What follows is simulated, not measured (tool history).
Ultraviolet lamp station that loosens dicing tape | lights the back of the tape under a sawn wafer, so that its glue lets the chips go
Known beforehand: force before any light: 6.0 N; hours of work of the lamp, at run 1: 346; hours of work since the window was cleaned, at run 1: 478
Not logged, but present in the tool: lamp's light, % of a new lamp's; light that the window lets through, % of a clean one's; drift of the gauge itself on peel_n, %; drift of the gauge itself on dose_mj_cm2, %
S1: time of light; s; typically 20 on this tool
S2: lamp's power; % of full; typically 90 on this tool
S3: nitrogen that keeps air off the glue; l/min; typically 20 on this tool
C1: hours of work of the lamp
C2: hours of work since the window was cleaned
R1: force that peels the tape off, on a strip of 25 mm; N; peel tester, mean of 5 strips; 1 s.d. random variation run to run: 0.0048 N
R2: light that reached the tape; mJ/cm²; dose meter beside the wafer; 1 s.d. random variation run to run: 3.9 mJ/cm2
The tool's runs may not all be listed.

run	hour	S1	S2	S3	C1	C2	R1	R2
1	0	20	90	20	346	478	0.302	567
# hour 13: window cleaned of glue's vapour
2	14.3	20	90	20	352	1	0.304	534
3	29.7	20	90	20	359	7	0.309	534
4	40.2	20	90	7	364	12	0.606	534
5	60.3	20	90	7	373	21	0.589	533
6	75.4	22	90	20	379	28	0.282	583
# hour 91.6: window cleaned of glue's vapour, once more
7	96.8	22	90	20	389	2	0.261	658
8	117.8	22	90	20	398	12	0.261	652
9	131.4	20	90	12	404	18	0.36	594
10	149.6	20	70	12	412	26	0.527	456
11	168.3	29	68	15	420	34	0.286	644
12	188	29	68	15	429	43	0.284	643
13	198.5	12	67	7	434	48	1.721	262
14	210.8	12	86	10	439	53	1.018	338

5 ways to go on from here, each from the tool as it stands after run 14. What would each give?
A	229.1	13	90	13	447	61	?	?
B	229.1	28	86	33	447	61	?	?
C	229.1	31	83	6	447	61	?	?
D	229.1	16	96	39	447	61	?	?
E	229.1	18	71	11	447	61	?	?

run	R1	R2
A	0.696	376
B	0.229	784
C	0.325	830
D	0.278	497
E	0.661	410
Had the tool no hidden state, the same runs would have come out as:
run	R1	R2
A	0.546	433
B	0.226	904
C	0.278	957
D	0.253	573
E	0.518	473
